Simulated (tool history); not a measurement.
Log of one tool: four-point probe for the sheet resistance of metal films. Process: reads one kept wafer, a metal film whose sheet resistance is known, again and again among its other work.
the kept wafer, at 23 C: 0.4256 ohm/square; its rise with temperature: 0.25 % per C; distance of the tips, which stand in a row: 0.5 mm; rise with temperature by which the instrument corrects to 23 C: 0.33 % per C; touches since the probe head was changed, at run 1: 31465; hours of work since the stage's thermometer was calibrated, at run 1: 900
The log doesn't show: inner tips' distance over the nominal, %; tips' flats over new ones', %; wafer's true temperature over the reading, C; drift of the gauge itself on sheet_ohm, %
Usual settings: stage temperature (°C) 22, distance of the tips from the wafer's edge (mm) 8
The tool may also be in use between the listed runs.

| run | hour | stage temperature (°C) | distance of the tips from the wafer's edge (mm) | touches since the probe head was changed | hours of work since the stage's thermometer was calibrated | sheet resistance as the instrument gives it (ohm/square) |
|---|---|---|---|---|---|---|
| 1 | 0.0 | 22 | 8 | 31465 | 900 | 0.428719 |
| 2 | 108.5 | 22 | 8 | 35297 | 955 | 0.428699 |
| 3 | 157.8 | 22 | 8 | 37038 | 979 | 0.428878 |
| 4 | 228.0 | 22 | 8 | 39514 | 1014 | 0.428814 |
| 5 | 329.1 | 22 | 20 | 43086 | 1064 | 0.428161 |
| 6 | 396.5 | 22 | 20 | 45464 | 1098 | 0.428312 |
| 7 | 467.2 | 22 | 8 | 47960 | 1133 | 0.429130 |
| 8 | 533.2 | 22 | 8 | 50291 | 1166 | 0.429116 |
| 9 | 602.9 | 22 | 8 | 52752 | 1201 | 0.428984 |
| 10 | 683.0 | 22 | 8 | 55581 | 1241 | 0.429210 |
| 11 | 777.2 | 22 | 8 | 58907 | 1288 | 0.429381 |
| 12 | 874.2 | 22 | 8 | 62332 | 1336 | 0.429290 |
| 13 | 942.9 | 25 | 8 | 64757 | 1370 | 0.428482 |
| 14 | 992.4 | 25 | 8 | 66505 | 1395 | 0.428359 |
| 15 | 1040.2 | 25 | 8 | 68191 | 1419 | 0.428592 |
| 16 | 1094.5 | 21 | 9 | 70109 | 1446 | 0.429689 |
| 17 | 1150.3 | 21 | 9 | 72078 | 1473 | 0.429744 |
| 18 | 1237.2 | 34 | 10 | 75146 | 1517 | 0.425649 |
| 19 | 1328.8 | 18 | 14 | 78382 | 1562 | 0.430376 |
| 20 | 1432.0 | 25 | 56 | 82026 | 1614 | 0.427632 |
| 21 | 1482.8 | 21 | 24 | 83818 | 1639 | 0.429490 |
| 22 | 1565.8 | 21 | 24 | 86749 | 1680 | 0.429415 |
| 23 | 1654.8 | 21 | 24 | 89892 | 1725 | 0.429466 |
| 24 | 1727.4 | 21 | 24 | 92455 | 1761 | 0.429529 |
| 25 | 1825.1 | 21 | 24 | 95905 | 1809 | 0.429592 |

4 ways to go on from here, each from the tool as it stands after run 25. What would each give?
| A | 1921.5 | 21 | 36 | 99307 | 1857 | ? |
| B | 1921.5 | 21 | 70 | 99307 | 1857 | ? |
| C | 1921.5 | 21 | 3 | 99307 | 1857 | ? |
| D | 1921.5 | 21 | 36 | 99307 | 1857 | ? |

| run | sheet resistance as the instrument gives it (ohm/square) |
|---|---|
| A | 0.429496 |
| B | 0.429684 |
| C | 0.435908 |
| D | 0.429632 |
Without the tool's hidden state the same runs would have given:
| run | sheet resistance as the instrument gives it (ohm/square) |
|---|---|
| A | 0.426200 |
| B | 0.426386 |
| C | 0.432565 |
| D | 0.426335 |
